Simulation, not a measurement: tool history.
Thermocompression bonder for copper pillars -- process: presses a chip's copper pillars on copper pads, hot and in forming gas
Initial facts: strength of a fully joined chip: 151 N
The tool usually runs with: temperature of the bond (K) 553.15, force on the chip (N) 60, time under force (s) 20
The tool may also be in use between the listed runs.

run	hour	temperature of the bond (K)	force on the chip (N)	time under force (s)	force that shears a chip off (N)
1	0	553.15	60	20	72.1
2	6.4	553.15	60	20	70.9
3	14	553.15	60	20	71.9
4	22.8	553.15	88	20	88.7
5	28.9	553.15	60	20	72.1
6	36.3	553.15	60	20	71.1
7	43.6	553.15	60	20	71.5
8	52.2	553.15	60	20	70.8
9	62.5	553.15	60	20	69.5
10	69.5	553.15	60	20	71.4
11	79.8	553.15	60	20	69.7
12	88.6	553.15	60	27	79.5
13	97.3	553.15	60	27	77.9
14	106	553.15	60	17	66.1
15	113.9	553.15	60	17	66.7
16	120.1	553.15	60	17	65.9
17	129.5	553.15	60	17	65.5
18	135.6	553.15	71	59	103.4
19	146.3	557.15	71	25	85.2
20	156.5	557.15	71	25	86.4
# hour 159.5: heater calibrated with a thermocouple chip
21	167.9	530.15	73	20	60.7
# hour 180.3: heater calibrated with a thermocouple chip, once more
22	180.5	578.15	78	13	89.4
# hour 181.6: forming gas filter changed
23	190.1	550.15	61	45	92.3
24	195.6	553.15	77	52	109.5
25	201	553.15	52	20	66.6
26	207	553.15	48	20	62.9
27	213.6	527.15	60	58	80
28	223.8	564.15	36	12	49
29	231	564.15	36	12	47.5

Some steps in force that shears a chip off (N), run to run, broken into two amounts with sign: the step expected even without the hidden condition (settings, incoming material, random variation), and the rest, left for the hidden condition together with whatever gauge scatter is not in both the measured and the hidden-condition-free result:
What the log doesn't record here: true temperature of the bond over the reading, C; force that reaches the chip, % of what is set; oxide that the forming gas leaves, % of the face; drift of the gauge itself on shear_n, %.
Run 17 -> 18: force on the chip (N) 60 -> 71, time under force (s) 17 -> 59. force that shears a chip off (N) +37.9: hidden state -1.7, all else +39.6.
Run 22 -> 23: temperature of the bond (K) 578.15 -> 550.15, force on the chip (N) 78 -> 61, time under force (s) 13 -> 45, forming gas filter changed. force that shears a chip off (N) +2.9: hidden state +4.2, all else -1.3.
Run 24 -> 25: force on the chip (N) 77 -> 52, time under force (s) 52 -> 20. force that shears a chip off (N) -42.9: hidden state +0, all else -42.9.
